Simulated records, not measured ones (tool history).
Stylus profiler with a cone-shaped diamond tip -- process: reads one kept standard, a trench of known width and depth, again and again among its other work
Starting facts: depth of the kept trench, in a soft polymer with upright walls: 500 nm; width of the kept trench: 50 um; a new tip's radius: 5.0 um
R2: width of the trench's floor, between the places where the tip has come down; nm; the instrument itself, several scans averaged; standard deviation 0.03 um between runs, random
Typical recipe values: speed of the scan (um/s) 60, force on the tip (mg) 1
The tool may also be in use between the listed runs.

Run 1, day 0: usual settings. Result: depth of the trench (Å) 4997.2, R2 44350 nm.
Run 2, day 2.071: usual settings. Result: depth of the trench (Å) 4997.4, R2 44280 nm.
Run 3, day 4.321: usual settings but speed of the scan (um/s) 205. Result: depth of the trench (Å) 4996.8, R2 43370 nm.
Run 4, day 7.704: usual settings. Result: depth of the trench (Å) 4994.2, R2 44290 nm.
Run 5, day 9.379: usual settings. Result: depth of the trench (Å) 4994.1, R2 44240 nm.
Run 6, day 11.354: usual settings. Result: depth of the trench (Å) 4992.2, R2 44250 nm.
Run 7, day 13.754: usual settings. Result: depth of the trench (Å) 4992.7, R2 44220 nm.
Run 8, day 15.625: usual settings. Result: depth of the trench (Å) 4993.6, R2 44250 nm.
Run 9, day 17.538: usual settings. Result: depth of the trench (Å) 4993.9, R2 44230 nm.
Run 10, day 20.8: usual settings. Result: depth of the trench (Å) 4991.1, R2 44170 nm.
Run 11, day 22.362: usual settings. Result: depth of the trench (Å) 4990.2, R2 44150 nm.
Run 12, day 25.612: usual settings. Result: depth of the trench (Å) 4992.5, R2 44220 nm.
Run 13, day 27.175: usual settings. Result: depth of the trench (Å) 4989.2, R2 44140 nm.
Run 14, day 29.342: usual settings but speed of the scan (um/s) 73. Result: depth of the trench (Å) 4989.4, R2 44060 nm.
Run 15, day 31.554: usual settings but speed of the scan (um/s) 73. Result: depth of the trench (Å) 4989.8, R2 44020 nm.
Run 16, day 33.158: usual settings but speed of the scan (um/s) 73. Result: depth of the trench (Å) 4989.5, R2 44000 nm.
Run 17, day 34.879: usual settings. Result: depth of the trench (Å) 4984.2, R2 44090 nm.
Run 18, day 37.675: usual settings but force on the tip (mg) 0.34. Result: depth of the trench (Å) 4976, R2 43770 nm.
Run 19, day 40.962: usual settings but force on the tip (mg) 0.34. Result: depth of the trench (Å) 4976.2, R2 43750 nm.
At day 42.588: height scale calibrated on a step standard.
Run 20, day 42.779: usual settings but speed of the scan (um/s) 215, force on the tip (mg) 0.82. Result: depth of the trench (Å) 5020.2, R2 42920 nm.
Run 21, day 44.879: usual settings but speed of the scan (um/s) 15, force on the tip (mg) 0.4. Result: depth of the trench (Å) 5012.7, R2 44250 nm.
Run 22, day 46.388: usual settings but speed of the scan (um/s) 15, force on the tip (mg) 0.4. Result: depth of the trench (Å) 5013.3, R2 44270 nm.
Run 23, day 47.912: usual settings but speed of the scan (um/s) 15, force on the tip (mg) 0.4. Result: depth of the trench (Å) 5014.8, R2 44270 nm.
Run 24, day 49.425: usual settings but speed of the scan (um/s) 17. Result: depth of the trench (Å) 5021.8, R2 44280 nm.
Run 25, day 51.688: usual settings but speed of the scan (um/s) 67. Result: depth of the trench (Å) 5020, R2 43930 nm.
Run 26, day 55.021: usual settings but speed of the scan (um/s) 16, force on the tip (mg) 1.47. Result: depth of the trench (Å) 5026.3, R2 44230 nm.
Run 27, day 56.754: usual settings but speed of the scan (um/s) 16, force on the tip (mg) 1.47. Result: depth of the trench (Å) 5027.5, R2 44330 nm.
Run 28, day 58.925: usual settings but speed of the scan (um/s) 89, force on the tip (mg) 1.93. Result: depth of the trench (Å) 5030.3, R2 43920 nm.
Run 29, day 60.6: usual settings but speed of the scan (um/s) 68, force on the tip (mg) 1.24. Result: depth of the trench (Å) 5021.7, R2 43870 nm.
Run 30, day 63.371: usual settings but speed of the scan (um/s) 89. Result: depth of the trench (Å) 5018.6, R2 43710 nm.
Run 31, day 66.054: usual settings but speed of the scan (um/s) 15, force on the tip (mg) 2.9. Result: depth of the trench (Å) 5039.2, R2 44190 nm.
Run 32, day 68.867: usual settings but speed of the scan (um/s) 15, force on the tip (mg) 2.9. Result: depth of the trench (Å) 5040, R2 44230 nm.
Run 33, day 71.146: usual settings but speed of the scan (um/s) 15, force on the tip (mg) 2.9. Result: depth of the trench (Å) 5039.2, R2 44190 nm.
Run 34, day 73.275: usual settings but speed of the scan (um/s) 67. Result: depth of the trench (Å) 5015.6, R2 43730 nm.
Run 35, day 75.179: usual settings but force on the tip (mg) 1.28. Result: depth of the trench (Å) 5018.7, R2 43860 nm.

3 options for the next run, each taken on its own from the tool as it stands now. Forecast them:
Run A, day 77.392: usual settings but force on the tip (mg) 2.15. Result: depth of the trench (Å) ?, R2 ?.
Run B, day 77.392: usual settings but force on the tip (mg) 0.69. Result: depth of the trench (Å) ?, R2 ?.
Run C, day 77.392: usual settings but speed of the scan (um/s) 122, force on the tip (mg) 0.42. Result: depth of the trench (Å) ?, R2 ?.

run  depth of the trench (Å)     R2
  A                   5030.9  43960
  B                     5009  43650
  C                   5002.8  42950
Without the tool's hidden state the same runs would have given:
run  depth of the trench (Å)     R2
  A                   5037.1  45410
  B                   5015.2  45100
  C                     5009  44400
